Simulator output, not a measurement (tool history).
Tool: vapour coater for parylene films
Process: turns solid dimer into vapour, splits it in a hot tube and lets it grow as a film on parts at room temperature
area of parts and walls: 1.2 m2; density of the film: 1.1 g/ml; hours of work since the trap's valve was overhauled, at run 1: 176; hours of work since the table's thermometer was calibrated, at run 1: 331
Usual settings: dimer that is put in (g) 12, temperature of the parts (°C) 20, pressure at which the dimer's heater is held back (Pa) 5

run	hour	dimer that is put in (g)	temperature of the parts (°C)	pressure at which the dimer's heater is held back (Pa)	hours of work since the trap's valve was overhauled	hours of work since the table's thermometer was calibrated	thickness of the film (µm)
1	0	12	20	5	176	331	6.53
2	15.4	12	20	5	183	339	6.5
3	28.7	12	20	5	189	345	6.49
4	45.7	12	14	5	197	353	8.17
5	54.3	12	14	5	201	357	7.95
6	68.9	7	14	5	208	364	4.69
# hour 80.3: trap's valve overhauled
7	89.6	12	20	5	4	372	6.89
8	102.2	8	20	5	10	378	4.6
9	114.7	12	20	5	16	384	6.91
10	126.9	12	20	5	22	389	6.84
11	140	12	20	5	28	395	6.86
12	154.5	12	20	5	35	402	6.74
13	170.3	12	20	5	42	410	6.77
14	183	9	19	5	48	416	5.23
15	196.2	9	19	5	55	422	5.25
16	203.4	9	17	8.62	58	425	5.27
17	213.9	17	27	4.8	63	430	7.42
18	224.9	12	20	7.52	68	435	6.37
19	242	6	20	3.65	76	443	3.56
20	255.6	12	25	2.08	82	450	6.28
21	268.7	5	30	2.13	89	456	2.13
22	284.5	13	30	6.39	96	463	4.65
23	294.3	8	17	2.21	101	468	5.49
24	304.9	11	17	2.22	106	473	7.7
25	322.3	21	20	3.65	114	481	11.94
26	331.6	15	12	5	118	486	10.44

How the hidden state differs across the entries between the runs, from the last listed run before each to the first after it:
Between runs 6 and 7: trap's valve overhauled (hour 80.3)
  vapour lost through the trap's worn valve, %: 9 -> 1.2; true temperature of the parts over the reading, C: 0.44 -> 0.45
  measured less the result without the state, thickness of the film (µm): -0.52 -> -0.2

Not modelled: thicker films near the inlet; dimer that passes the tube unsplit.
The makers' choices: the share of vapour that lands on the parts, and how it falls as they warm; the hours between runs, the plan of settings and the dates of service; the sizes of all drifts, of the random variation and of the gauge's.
